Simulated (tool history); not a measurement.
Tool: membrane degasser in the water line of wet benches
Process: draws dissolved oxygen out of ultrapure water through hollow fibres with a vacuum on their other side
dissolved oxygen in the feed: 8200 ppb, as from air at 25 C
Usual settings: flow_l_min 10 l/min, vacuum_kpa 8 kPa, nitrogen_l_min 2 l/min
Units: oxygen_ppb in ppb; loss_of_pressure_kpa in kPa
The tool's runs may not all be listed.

Run 1, hour 0: usual settings. Result: oxygen_ppb 283.1 ppb, loss_of_pressure_kpa 38.19 kPa.
Run 2, hour 94: usual settings. Result: oxygen_ppb 286.8 ppb, loss_of_pressure_kpa 38.02 kPa.
Run 3, hour 174.9: usual settings but nitrogen_l_min 0.98 l/min. Result: oxygen_ppb 338 ppb, loss_of_pressure_kpa 38.19 kPa.
Run 4, hour 236.2: usual settings but nitrogen_l_min 0.98 l/min. Result: oxygen_ppb 344.4 ppb, loss_of_pressure_kpa 38.31 kPa.
Run 5, hour 280: usual settings. Result: oxygen_ppb 281.9 ppb, loss_of_pressure_kpa 38.08 kPa.
Run 6, hour 320.2: usual settings but nitrogen_l_min 4.44 l/min. Result: oxygen_ppb 253.6 ppb, loss_of_pressure_kpa 37.86 kPa.
Run 7, hour 392.1: usual settings but nitrogen_l_min 4.44 l/min. Result: oxygen_ppb 259.7 ppb, loss_of_pressure_kpa 38.29 kPa.
Run 8, hour 438.1: usual settings but vacuum_kpa 17.69 kPa. Result: oxygen_ppb 399.7 ppb, loss_of_pressure_kpa 37.79 kPa.
Run 9, hour 480.9: usual settings but vacuum_kpa 17.69 kPa, nitrogen_l_min 0.92 l/min. Result: oxygen_ppb 565.3 ppb, loss_of_pressure_kpa 37.97 kPa.
Run 10, hour 527.7: usual settings but vacuum_kpa 17.69 kPa, nitrogen_l_min 0.92 l/min. Result: oxygen_ppb 573.8 ppb, loss_of_pressure_kpa 38.4 kPa.
Run 11, hour 568.6: usual settings but vacuum_kpa 17.69 kPa, nitrogen_l_min 0.92 l/min. Result: oxygen_ppb 580.1 ppb, loss_of_pressure_kpa 38.2 kPa.
At hour 574.9: vacuum gauge calibrated.
Run 12, hour 643.2: usual settings but vacuum_kpa 17.69 kPa, nitrogen_l_min 0.92 l/min. Result: oxygen_ppb 580 ppb, loss_of_pressure_kpa 38.5 kPa.
Run 13, hour 730.1: usual settings but vacuum_kpa 6.55 kPa. Result: oxygen_ppb 276 ppb, loss_of_pressure_kpa 38.3 kPa.
Run 14, hour 787.9: usual settings but vacuum_kpa 6.55 kPa. Result: oxygen_ppb 273.6 ppb, loss_of_pressure_kpa 37.95 kPa.
Run 15, hour 836.4: usual settings but flow_l_min 6 l/min, vacuum_kpa 13.76 kPa, nitrogen_l_min 0.92 l/min. Result: oxygen_ppb 205.1 ppb, loss_of_pressure_kpa 23.08 kPa.
Run 16, hour 915.9: usual settings but flow_l_min 7 l/min, vacuum_kpa 13.76 kPa, nitrogen_l_min 1.72 l/min. Result: oxygen_ppb 174.6 ppb, loss_of_pressure_kpa 26.66 kPa.
At hour 975.3: vacuum gauge calibrated, once more.
Run 17, hour 1010: usual settings but flow_l_min 7 l/min, vacuum_kpa 19.47 kPa, nitrogen_l_min 1.2 l/min. Result: oxygen_ppb 293.7 ppb, loss_of_pressure_kpa 26.89 kPa.
Run 18, hour 1102.8: usual settings but flow_l_min 11 l/min, nitrogen_l_min 2.06 l/min. Result: oxygen_ppb 371.1 ppb, loss_of_pressure_kpa 42 kPa.

Forecast each of these 3 alternatives for the next run:
Run A, hour 1178.8: usual settings but vacuum_kpa 5.02 kPa, nitrogen_l_min 4.14 l/min. Result: oxygen_ppb ?, loss_of_pressure_kpa ?.
Run B, hour 1178.8: usual settings but nitrogen_l_min 4.5 l/min. Result: oxygen_ppb ?, loss_of_pressure_kpa ?.
Run C, hour 1178.8: usual settings but vacuum_kpa 8.16 kPa, nitrogen_l_min 2.2 l/min. Result: oxygen_ppb ?, loss_of_pressure_kpa ?.

run  oxygen_ppb  loss_of_pressure_kpa
  A       246.8                 38.29
  B       259.8                 38.43
  C       288.9                 38.24
Without the tool's hidden state the same runs would have given:
run  oxygen_ppb  loss_of_pressure_kpa
  A         217                  36.9
  B         230                 37.03
  C       258.4                 36.84
